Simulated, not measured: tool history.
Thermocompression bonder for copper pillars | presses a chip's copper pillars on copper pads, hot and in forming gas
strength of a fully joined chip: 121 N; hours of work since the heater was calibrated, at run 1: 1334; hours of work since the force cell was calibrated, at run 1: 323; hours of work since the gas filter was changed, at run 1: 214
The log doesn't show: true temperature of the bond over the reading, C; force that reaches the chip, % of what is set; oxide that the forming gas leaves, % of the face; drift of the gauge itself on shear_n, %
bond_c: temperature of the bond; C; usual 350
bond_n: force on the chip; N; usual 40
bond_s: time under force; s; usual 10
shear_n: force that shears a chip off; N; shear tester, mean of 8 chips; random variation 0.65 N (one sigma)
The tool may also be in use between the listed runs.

run,hour,bond_c,bond_n,bond_s,hours of work since the heater was calibrated,hours of work since the force cell was calibrated,hours of work since the gas filter was changed,shear_n
1,0.0,350,40,10,1334,323,214,71.5
# hour 5.8: forming gas filter changed
2,80.9,350,30,10,1398,386,60,57.5
3,126.7,350,30,10,1434,423,96,57.1
4,162.4,350,29,10,1462,451,124,55.6
5,206.5,350,29,10,1497,486,159,56.8
6,274.4,350,29,10,1551,540,213,55.5
# hour 281.5: forming gas filter changed
7,349.9,350,29,10,1611,600,54,55.3
8,409.9,350,40,6,1659,647,102,59.2
9,484.5,350,40,6,1718,707,161,60.4
# hour 528.1: heater calibrated with a thermocouple chip
10,543.2,350,40,6,12,752,206,60.8
# hour 559.5: forming gas filter changed
11,580.3,350,40,10,41,781,17,71.0
12,616.6,350,40,10,70,810,45,71.4
13,689.7,350,40,10,128,868,104,70.0
# hour 725.9: force cell calibrated
14,726.0,350,40,10,156,0,131,70.7
15,801.8,350,40,10,216,60,191,70.6
# hour 840.2: forming gas filter changed
16,861.9,350,40,10,263,108,17,71.3
17,927.9,344,40,10,316,160,70,68.2
18,996.6,350,40,10,370,215,124,71.5
19,1046.3,350,40,10,410,254,164,70.9
20,1103.2,344,27,10,455,299,209,49.2
# hour 1117.6: forming gas filter changed
21,1181.9,344,27,10,517,362,51,49.2
22,1260.5,344,27,10,580,424,114,50.5
23,1304.7,342,33,10,615,459,149,57.3
24,1377.7,350,40,11,673,517,207,72.3
# hour 1395.8: forming gas filter changed
25,1452.9,361,54,9,732,577,45,91.6
26,1498.3,361,54,9,768,613,81,89.4
27,1531.8,326,24,6,795,639,108,29.3
28,1565.7,350,24,18,822,666,135,57.9
29,1609.6,336,39,7,857,701,170,55.8
30,1659.2,336,39,7,896,740,209,55.4
# hour 1676.5: forming gas filter changed
31,1722.9,336,37,22,946,791,37,76.4
32,1756.7,336,37,22,973,817,64,77.7
33,1817.1,336,37,22,1021,866,112,75.7
# hour 1850.9: force cell calibrated
34,1857.8,336,42,22,1052,6,143,82.3
35,1922.2,346,25,10,1103,57,194,46.2
# hour 1952.7: forming gas filter changed
36,1958.4,352,58,23,1132,85,4,108.3
37,2008.1,370,40,7,1171,124,44,74.5
38,2050.6,370,39,11,1205,158,78,81.8

Hidden state at the last listed run before each entry between runs and at the first one after, where it differs:
Between runs 1 and 2: forming gas filter changed (hour 5.8)
  oxide that the forming gas leaves, % of the face: 0.8 -> 0.61
Between runs 6 and 7: forming gas filter changed (hour 281.5)
  oxide that the forming gas leaves, % of the face: 0.88 -> 0.6
Between runs 9 and 10: heater calibrated with a thermocouple chip (hour 528.1)
  true temperature of the bond over the reading, C: 0.4 -> 0; oxide that the forming gas leaves, % of the face: 0.77 -> 0.85
Between runs 10 and 11: forming gas filter changed (hour 559.5)
  oxide that the forming gas leaves, % of the face: 0.85 -> 0.54
Between runs 13 and 14: force cell calibrated (hour 725.9)
  force that reaches the chip, % of what is set: 100.3 -> 100; oxide that the forming gas leaves, % of the face: 0.69 -> 0.73
Between runs 15 and 16: forming gas filter changed (hour 840.2)
  oxide that the forming gas leaves, % of the face: 0.84 -> 0.54
Between runs 20 and 21: forming gas filter changed (hour 1117.6)
  true temperature of the bond over the reading, C: 0.1 -> 0.2; oxide that the forming gas leaves, % of the face: 0.86 -> 0.59
Between runs 24 and 25: forming gas filter changed (hour 1395.8)
  oxide that the forming gas leaves, % of the face: 0.86 -> 0.58
Between runs 30 and 31: forming gas filter changed (hour 1676.5)
  force that reaches the chip, % of what is set: 100.2 -> 100.3; oxide that the forming gas leaves, % of the face: 0.87 -> 0.57
Between runs 33 and 34: force cell calibrated (hour 1850.9)
  force that reaches the chip, % of what is set: 100.3 -> 100; oxide that the forming gas leaves, % of the face: 0.7 -> 0.76
Between runs 35 and 36: forming gas filter changed (hour 1952.7)
  oxide that the forming gas leaves, % of the face: 0.85 -> 0.51

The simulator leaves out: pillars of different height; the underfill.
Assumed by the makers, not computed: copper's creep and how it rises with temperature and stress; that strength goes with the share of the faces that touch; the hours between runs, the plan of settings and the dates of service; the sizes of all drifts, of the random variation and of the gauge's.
